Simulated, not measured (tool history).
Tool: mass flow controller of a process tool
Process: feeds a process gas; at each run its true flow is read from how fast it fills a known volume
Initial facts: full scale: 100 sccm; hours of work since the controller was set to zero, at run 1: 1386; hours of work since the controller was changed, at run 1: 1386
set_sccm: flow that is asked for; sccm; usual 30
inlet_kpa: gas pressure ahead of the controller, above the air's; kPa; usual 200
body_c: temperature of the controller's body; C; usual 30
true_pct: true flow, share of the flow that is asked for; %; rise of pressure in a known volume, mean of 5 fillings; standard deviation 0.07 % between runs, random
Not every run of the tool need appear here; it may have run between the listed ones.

run,hour,set_sccm,inlet_kpa,body_c,hours of work since the controller was set to zero,hours of work since the controller was changed,true_pct
1,0,30,200,30,1386,1386,97.68
2,154.1,30,200,38,1502,1502,97.16
3,423.2,30,200,38,1704,1704,96.9
4,664.6,30,200,38,1885,1885,96.71
5,852.6,30,200,30,2026,2026,97.12
# hour 869.4: controller's zero set anew
6,1116,30,200,30,185,2224,96.03
7,1284.2,30,200,30,312,2350,96.04
8,1412.8,29,258,30,408,2447,95.5
9,1663.2,29,236,23,596,2635,95.91
10,1809.6,29,236,23,706,2745,95.7
11,1967.6,29,236,23,825,2863,95.55

4 ways to go on from here, each from the tool as it stands after run 11. What would each give?
# hour 2045.4: controller's zero set anew, once more
A,2166.7,30,206,30,91,3013,?
# hour 2045.4: controller's zero set anew, once more
B,2166.7,29,236,35,91,3013,?
# hour 2045.4: controller's zero set anew, once more
C,2166.7,10,147,32,91,3013,?
# hour 2045.4: controller's zero set anew, once more
D,2166.7,83,187,23,91,3013,?

run,true_pct
A,98.12
B,97.58
C,97.86
D,99.45
Had the tool no hidden state, the same runs would have come out as:
run,true_pct
A,98.74
B,98.21
C,98.79
D,99.97

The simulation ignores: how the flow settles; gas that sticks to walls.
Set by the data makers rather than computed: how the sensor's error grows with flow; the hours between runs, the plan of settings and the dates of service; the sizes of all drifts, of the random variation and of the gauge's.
